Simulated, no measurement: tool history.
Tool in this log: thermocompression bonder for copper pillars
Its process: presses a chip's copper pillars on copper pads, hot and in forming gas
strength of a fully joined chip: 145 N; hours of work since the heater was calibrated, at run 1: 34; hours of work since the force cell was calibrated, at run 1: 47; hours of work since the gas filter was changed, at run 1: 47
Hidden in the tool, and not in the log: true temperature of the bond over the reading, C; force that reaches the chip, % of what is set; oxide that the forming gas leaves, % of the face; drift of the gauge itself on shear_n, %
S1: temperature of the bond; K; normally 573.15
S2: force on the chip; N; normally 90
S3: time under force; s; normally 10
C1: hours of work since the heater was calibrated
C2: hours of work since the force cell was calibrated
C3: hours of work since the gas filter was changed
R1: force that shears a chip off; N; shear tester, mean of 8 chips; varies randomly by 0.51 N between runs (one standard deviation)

run   hour      S1   S2  S3   C1   C2   C3     R1
  1      0  573.15   90  10   34   47   47   80.5
  2    8.2  573.15   90  10   38   50   50   80.2
  3   14.4  573.15   90  10   40   53   53   79.3
  4   19.7  573.15   90  10   43   55   55   80.8
  5   27.6  573.15   90  10   46   59   59   80.1
  6   35.7  573.15   90  19   50   62   62   95.2
  7   40.5  573.15   90  10   52   64   64   79.1
  8   46.2  573.15   90   5   54   67   67   62.6
  9   57.1  573.15   90   5   59   72   72   62.8
 10   63.3  573.15   90   5   62   74   74   62.4
 11   70.6  573.15   90   5   65   78   78   62.2
 12   77.8  573.15   90  25   68   81   81  101.4
 13   86.2  573.15   90  13   72   84   84     85
 14   91.5  573.15   90  13   74   87   87   85.6
 15  101.8  573.15   90  13   79   91   91   86.1
 16  110.1  573.15   90  13   82   95   95   84.9
 17  116.4  573.15   90  13   85   98   98   84.9
 18  124.9  559.15   90  23   89  101  101   89.4
     131.8  -- forming gas filter changed
 19    134  590.15  124   9   93  105    1  104.7
 20    142  590.15  134  25   96  109    4  130.5
 21  148.9  590.15  134  25   99  112    8  130.2
 22  154.3  553.15  114  28  102  114   10  105.8
 23  160.7  584.15   56  10  104  117   13     68
 24  166.4  584.15   56  10  107  119   15   68.3
 25  175.1  563.15   75  10  111  123   19   67.1
 26  183.5  556.15   55  26  114  127   23   72.7
 27  191.7  556.15   55  26  118  131   26   72.6
 28  201.3  567.15   90  10  122  135   31     77
 29  209.1  567.15   90  10  126  138   34   76.4
 30  219.9  567.15   90  10  130  143   39   77.5
 31  225.4  567.15   72  10  133  145   41   67.5
 32  232.8  567.15   72  10  136  149   44   67.4
 33  242.9  561.15   81  10  140  153   49   68.1
 34  250.2  561.15   81  10  144  156   52   67.3

Each row is a separate what-if for the run after 34, all from the same tool condition, not one after another. Results?
  A  259.2  555.15   90  10  148  160  56   ?
  B  259.2  588.15  100  10  148  160  56   ?
  C  259.2  570.15   79  18  148  160  56   ?

run    R1
  A  68.1
  B  95.2
  C  87.2
Without the tool's unlogged condition, the same runs would have read:
run    R1
  A  69.7
  B  97.7
  C  89.5

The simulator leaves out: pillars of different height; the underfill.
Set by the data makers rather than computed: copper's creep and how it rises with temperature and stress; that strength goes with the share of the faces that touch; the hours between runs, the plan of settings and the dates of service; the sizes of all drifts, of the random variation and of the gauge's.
